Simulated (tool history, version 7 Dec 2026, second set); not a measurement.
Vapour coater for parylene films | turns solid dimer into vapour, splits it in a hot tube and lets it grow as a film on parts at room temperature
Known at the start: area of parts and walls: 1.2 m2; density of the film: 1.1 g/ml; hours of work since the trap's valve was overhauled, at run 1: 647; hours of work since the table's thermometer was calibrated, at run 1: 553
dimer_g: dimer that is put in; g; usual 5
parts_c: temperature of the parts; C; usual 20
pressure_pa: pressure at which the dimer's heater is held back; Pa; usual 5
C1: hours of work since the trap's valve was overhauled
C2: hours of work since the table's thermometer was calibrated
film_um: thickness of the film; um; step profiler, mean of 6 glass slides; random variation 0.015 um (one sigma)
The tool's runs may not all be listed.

Run 1, day 0: usual settings; C1 647; C2 553. Result: film_um 1.98 um.
Run 2, day 0.371: usual settings but parts_c 29 C; C1 653; C2 559. Result: film_um 1.48 um.
Run 3, day 0.888: usual settings; C1 661; C2 567. Result: film_um 1.99 um.
At day 1.696: trap's valve overhauled.
Run 4, day 1.754: usual settings; C1 1; C2 578. Result: film_um 1.93 um.
Run 5, day 2.233: usual settings; C1 8; C2 585. Result: film_um 1.9 um.
Run 6, day 2.625: usual settings; C1 15; C2 591. Result: film_um 1.91 um.
Run 7, day 3.129: usual settings; C1 22; C2 599. Result: film_um 1.92 um.
At day 3.946: trap's valve overhauled, once more.
Run 8, day 3.958: usual settings; C1 0; C2 609. Result: film_um 2.21 um.
Run 9, day 4.583: usual settings but pressure_pa 3.42 Pa; C1 10; C2 619. Result: film_um 2.28 um.
Run 10, day 5.462: usual settings but dimer_g 2 g, parts_c 15 C, pressure_pa 2.28 Pa; C1 24; C2 633. Result: film_um 1.09 um.
Run 11, day 6.088: usual settings but parts_c 13 C; C1 33; C2 643. Result: film_um 2.75 um.
Run 12, day 6.788: usual settings but parts_c 13 C; C1 44; C2 654. Result: film_um 2.74 um.
Run 13, day 7.288: usual settings but pressure_pa 4.51 Pa; C1 52; C2 661. Result: film_um 2.22 um.
Run 14, day 7.862: usual settings; C1 61; C2 670. Result: film_um 2.2 um.
Run 15, day 8.371: usual settings but dimer_g 8 g, parts_c 12 C, pressure_pa 7.77 Pa; C1 69; C2 678. Result: film_um 4.43 um.

3 ways to go on from here, each from the tool as it stands after run 15. What would each give?
Run A, day 8.75: usual settings but dimer_g 8 g; C1 75; C2 684. Result: film_um ?.
Run B, day 8.75: usual settings but dimer_g 2 g, parts_c 23 C; C1 75; C2 684. Result: film_um ?.
Run C, day 8.75: usual settings but dimer_g 4 g; C1 75; C2 684. Result: film_um ?.

run  film_um
  A     3.49
  B     0.78
  C     1.74
Without the tool's hidden state the same runs would have given:
run  film_um
  A     3.59
  B      0.8
  C     1.79

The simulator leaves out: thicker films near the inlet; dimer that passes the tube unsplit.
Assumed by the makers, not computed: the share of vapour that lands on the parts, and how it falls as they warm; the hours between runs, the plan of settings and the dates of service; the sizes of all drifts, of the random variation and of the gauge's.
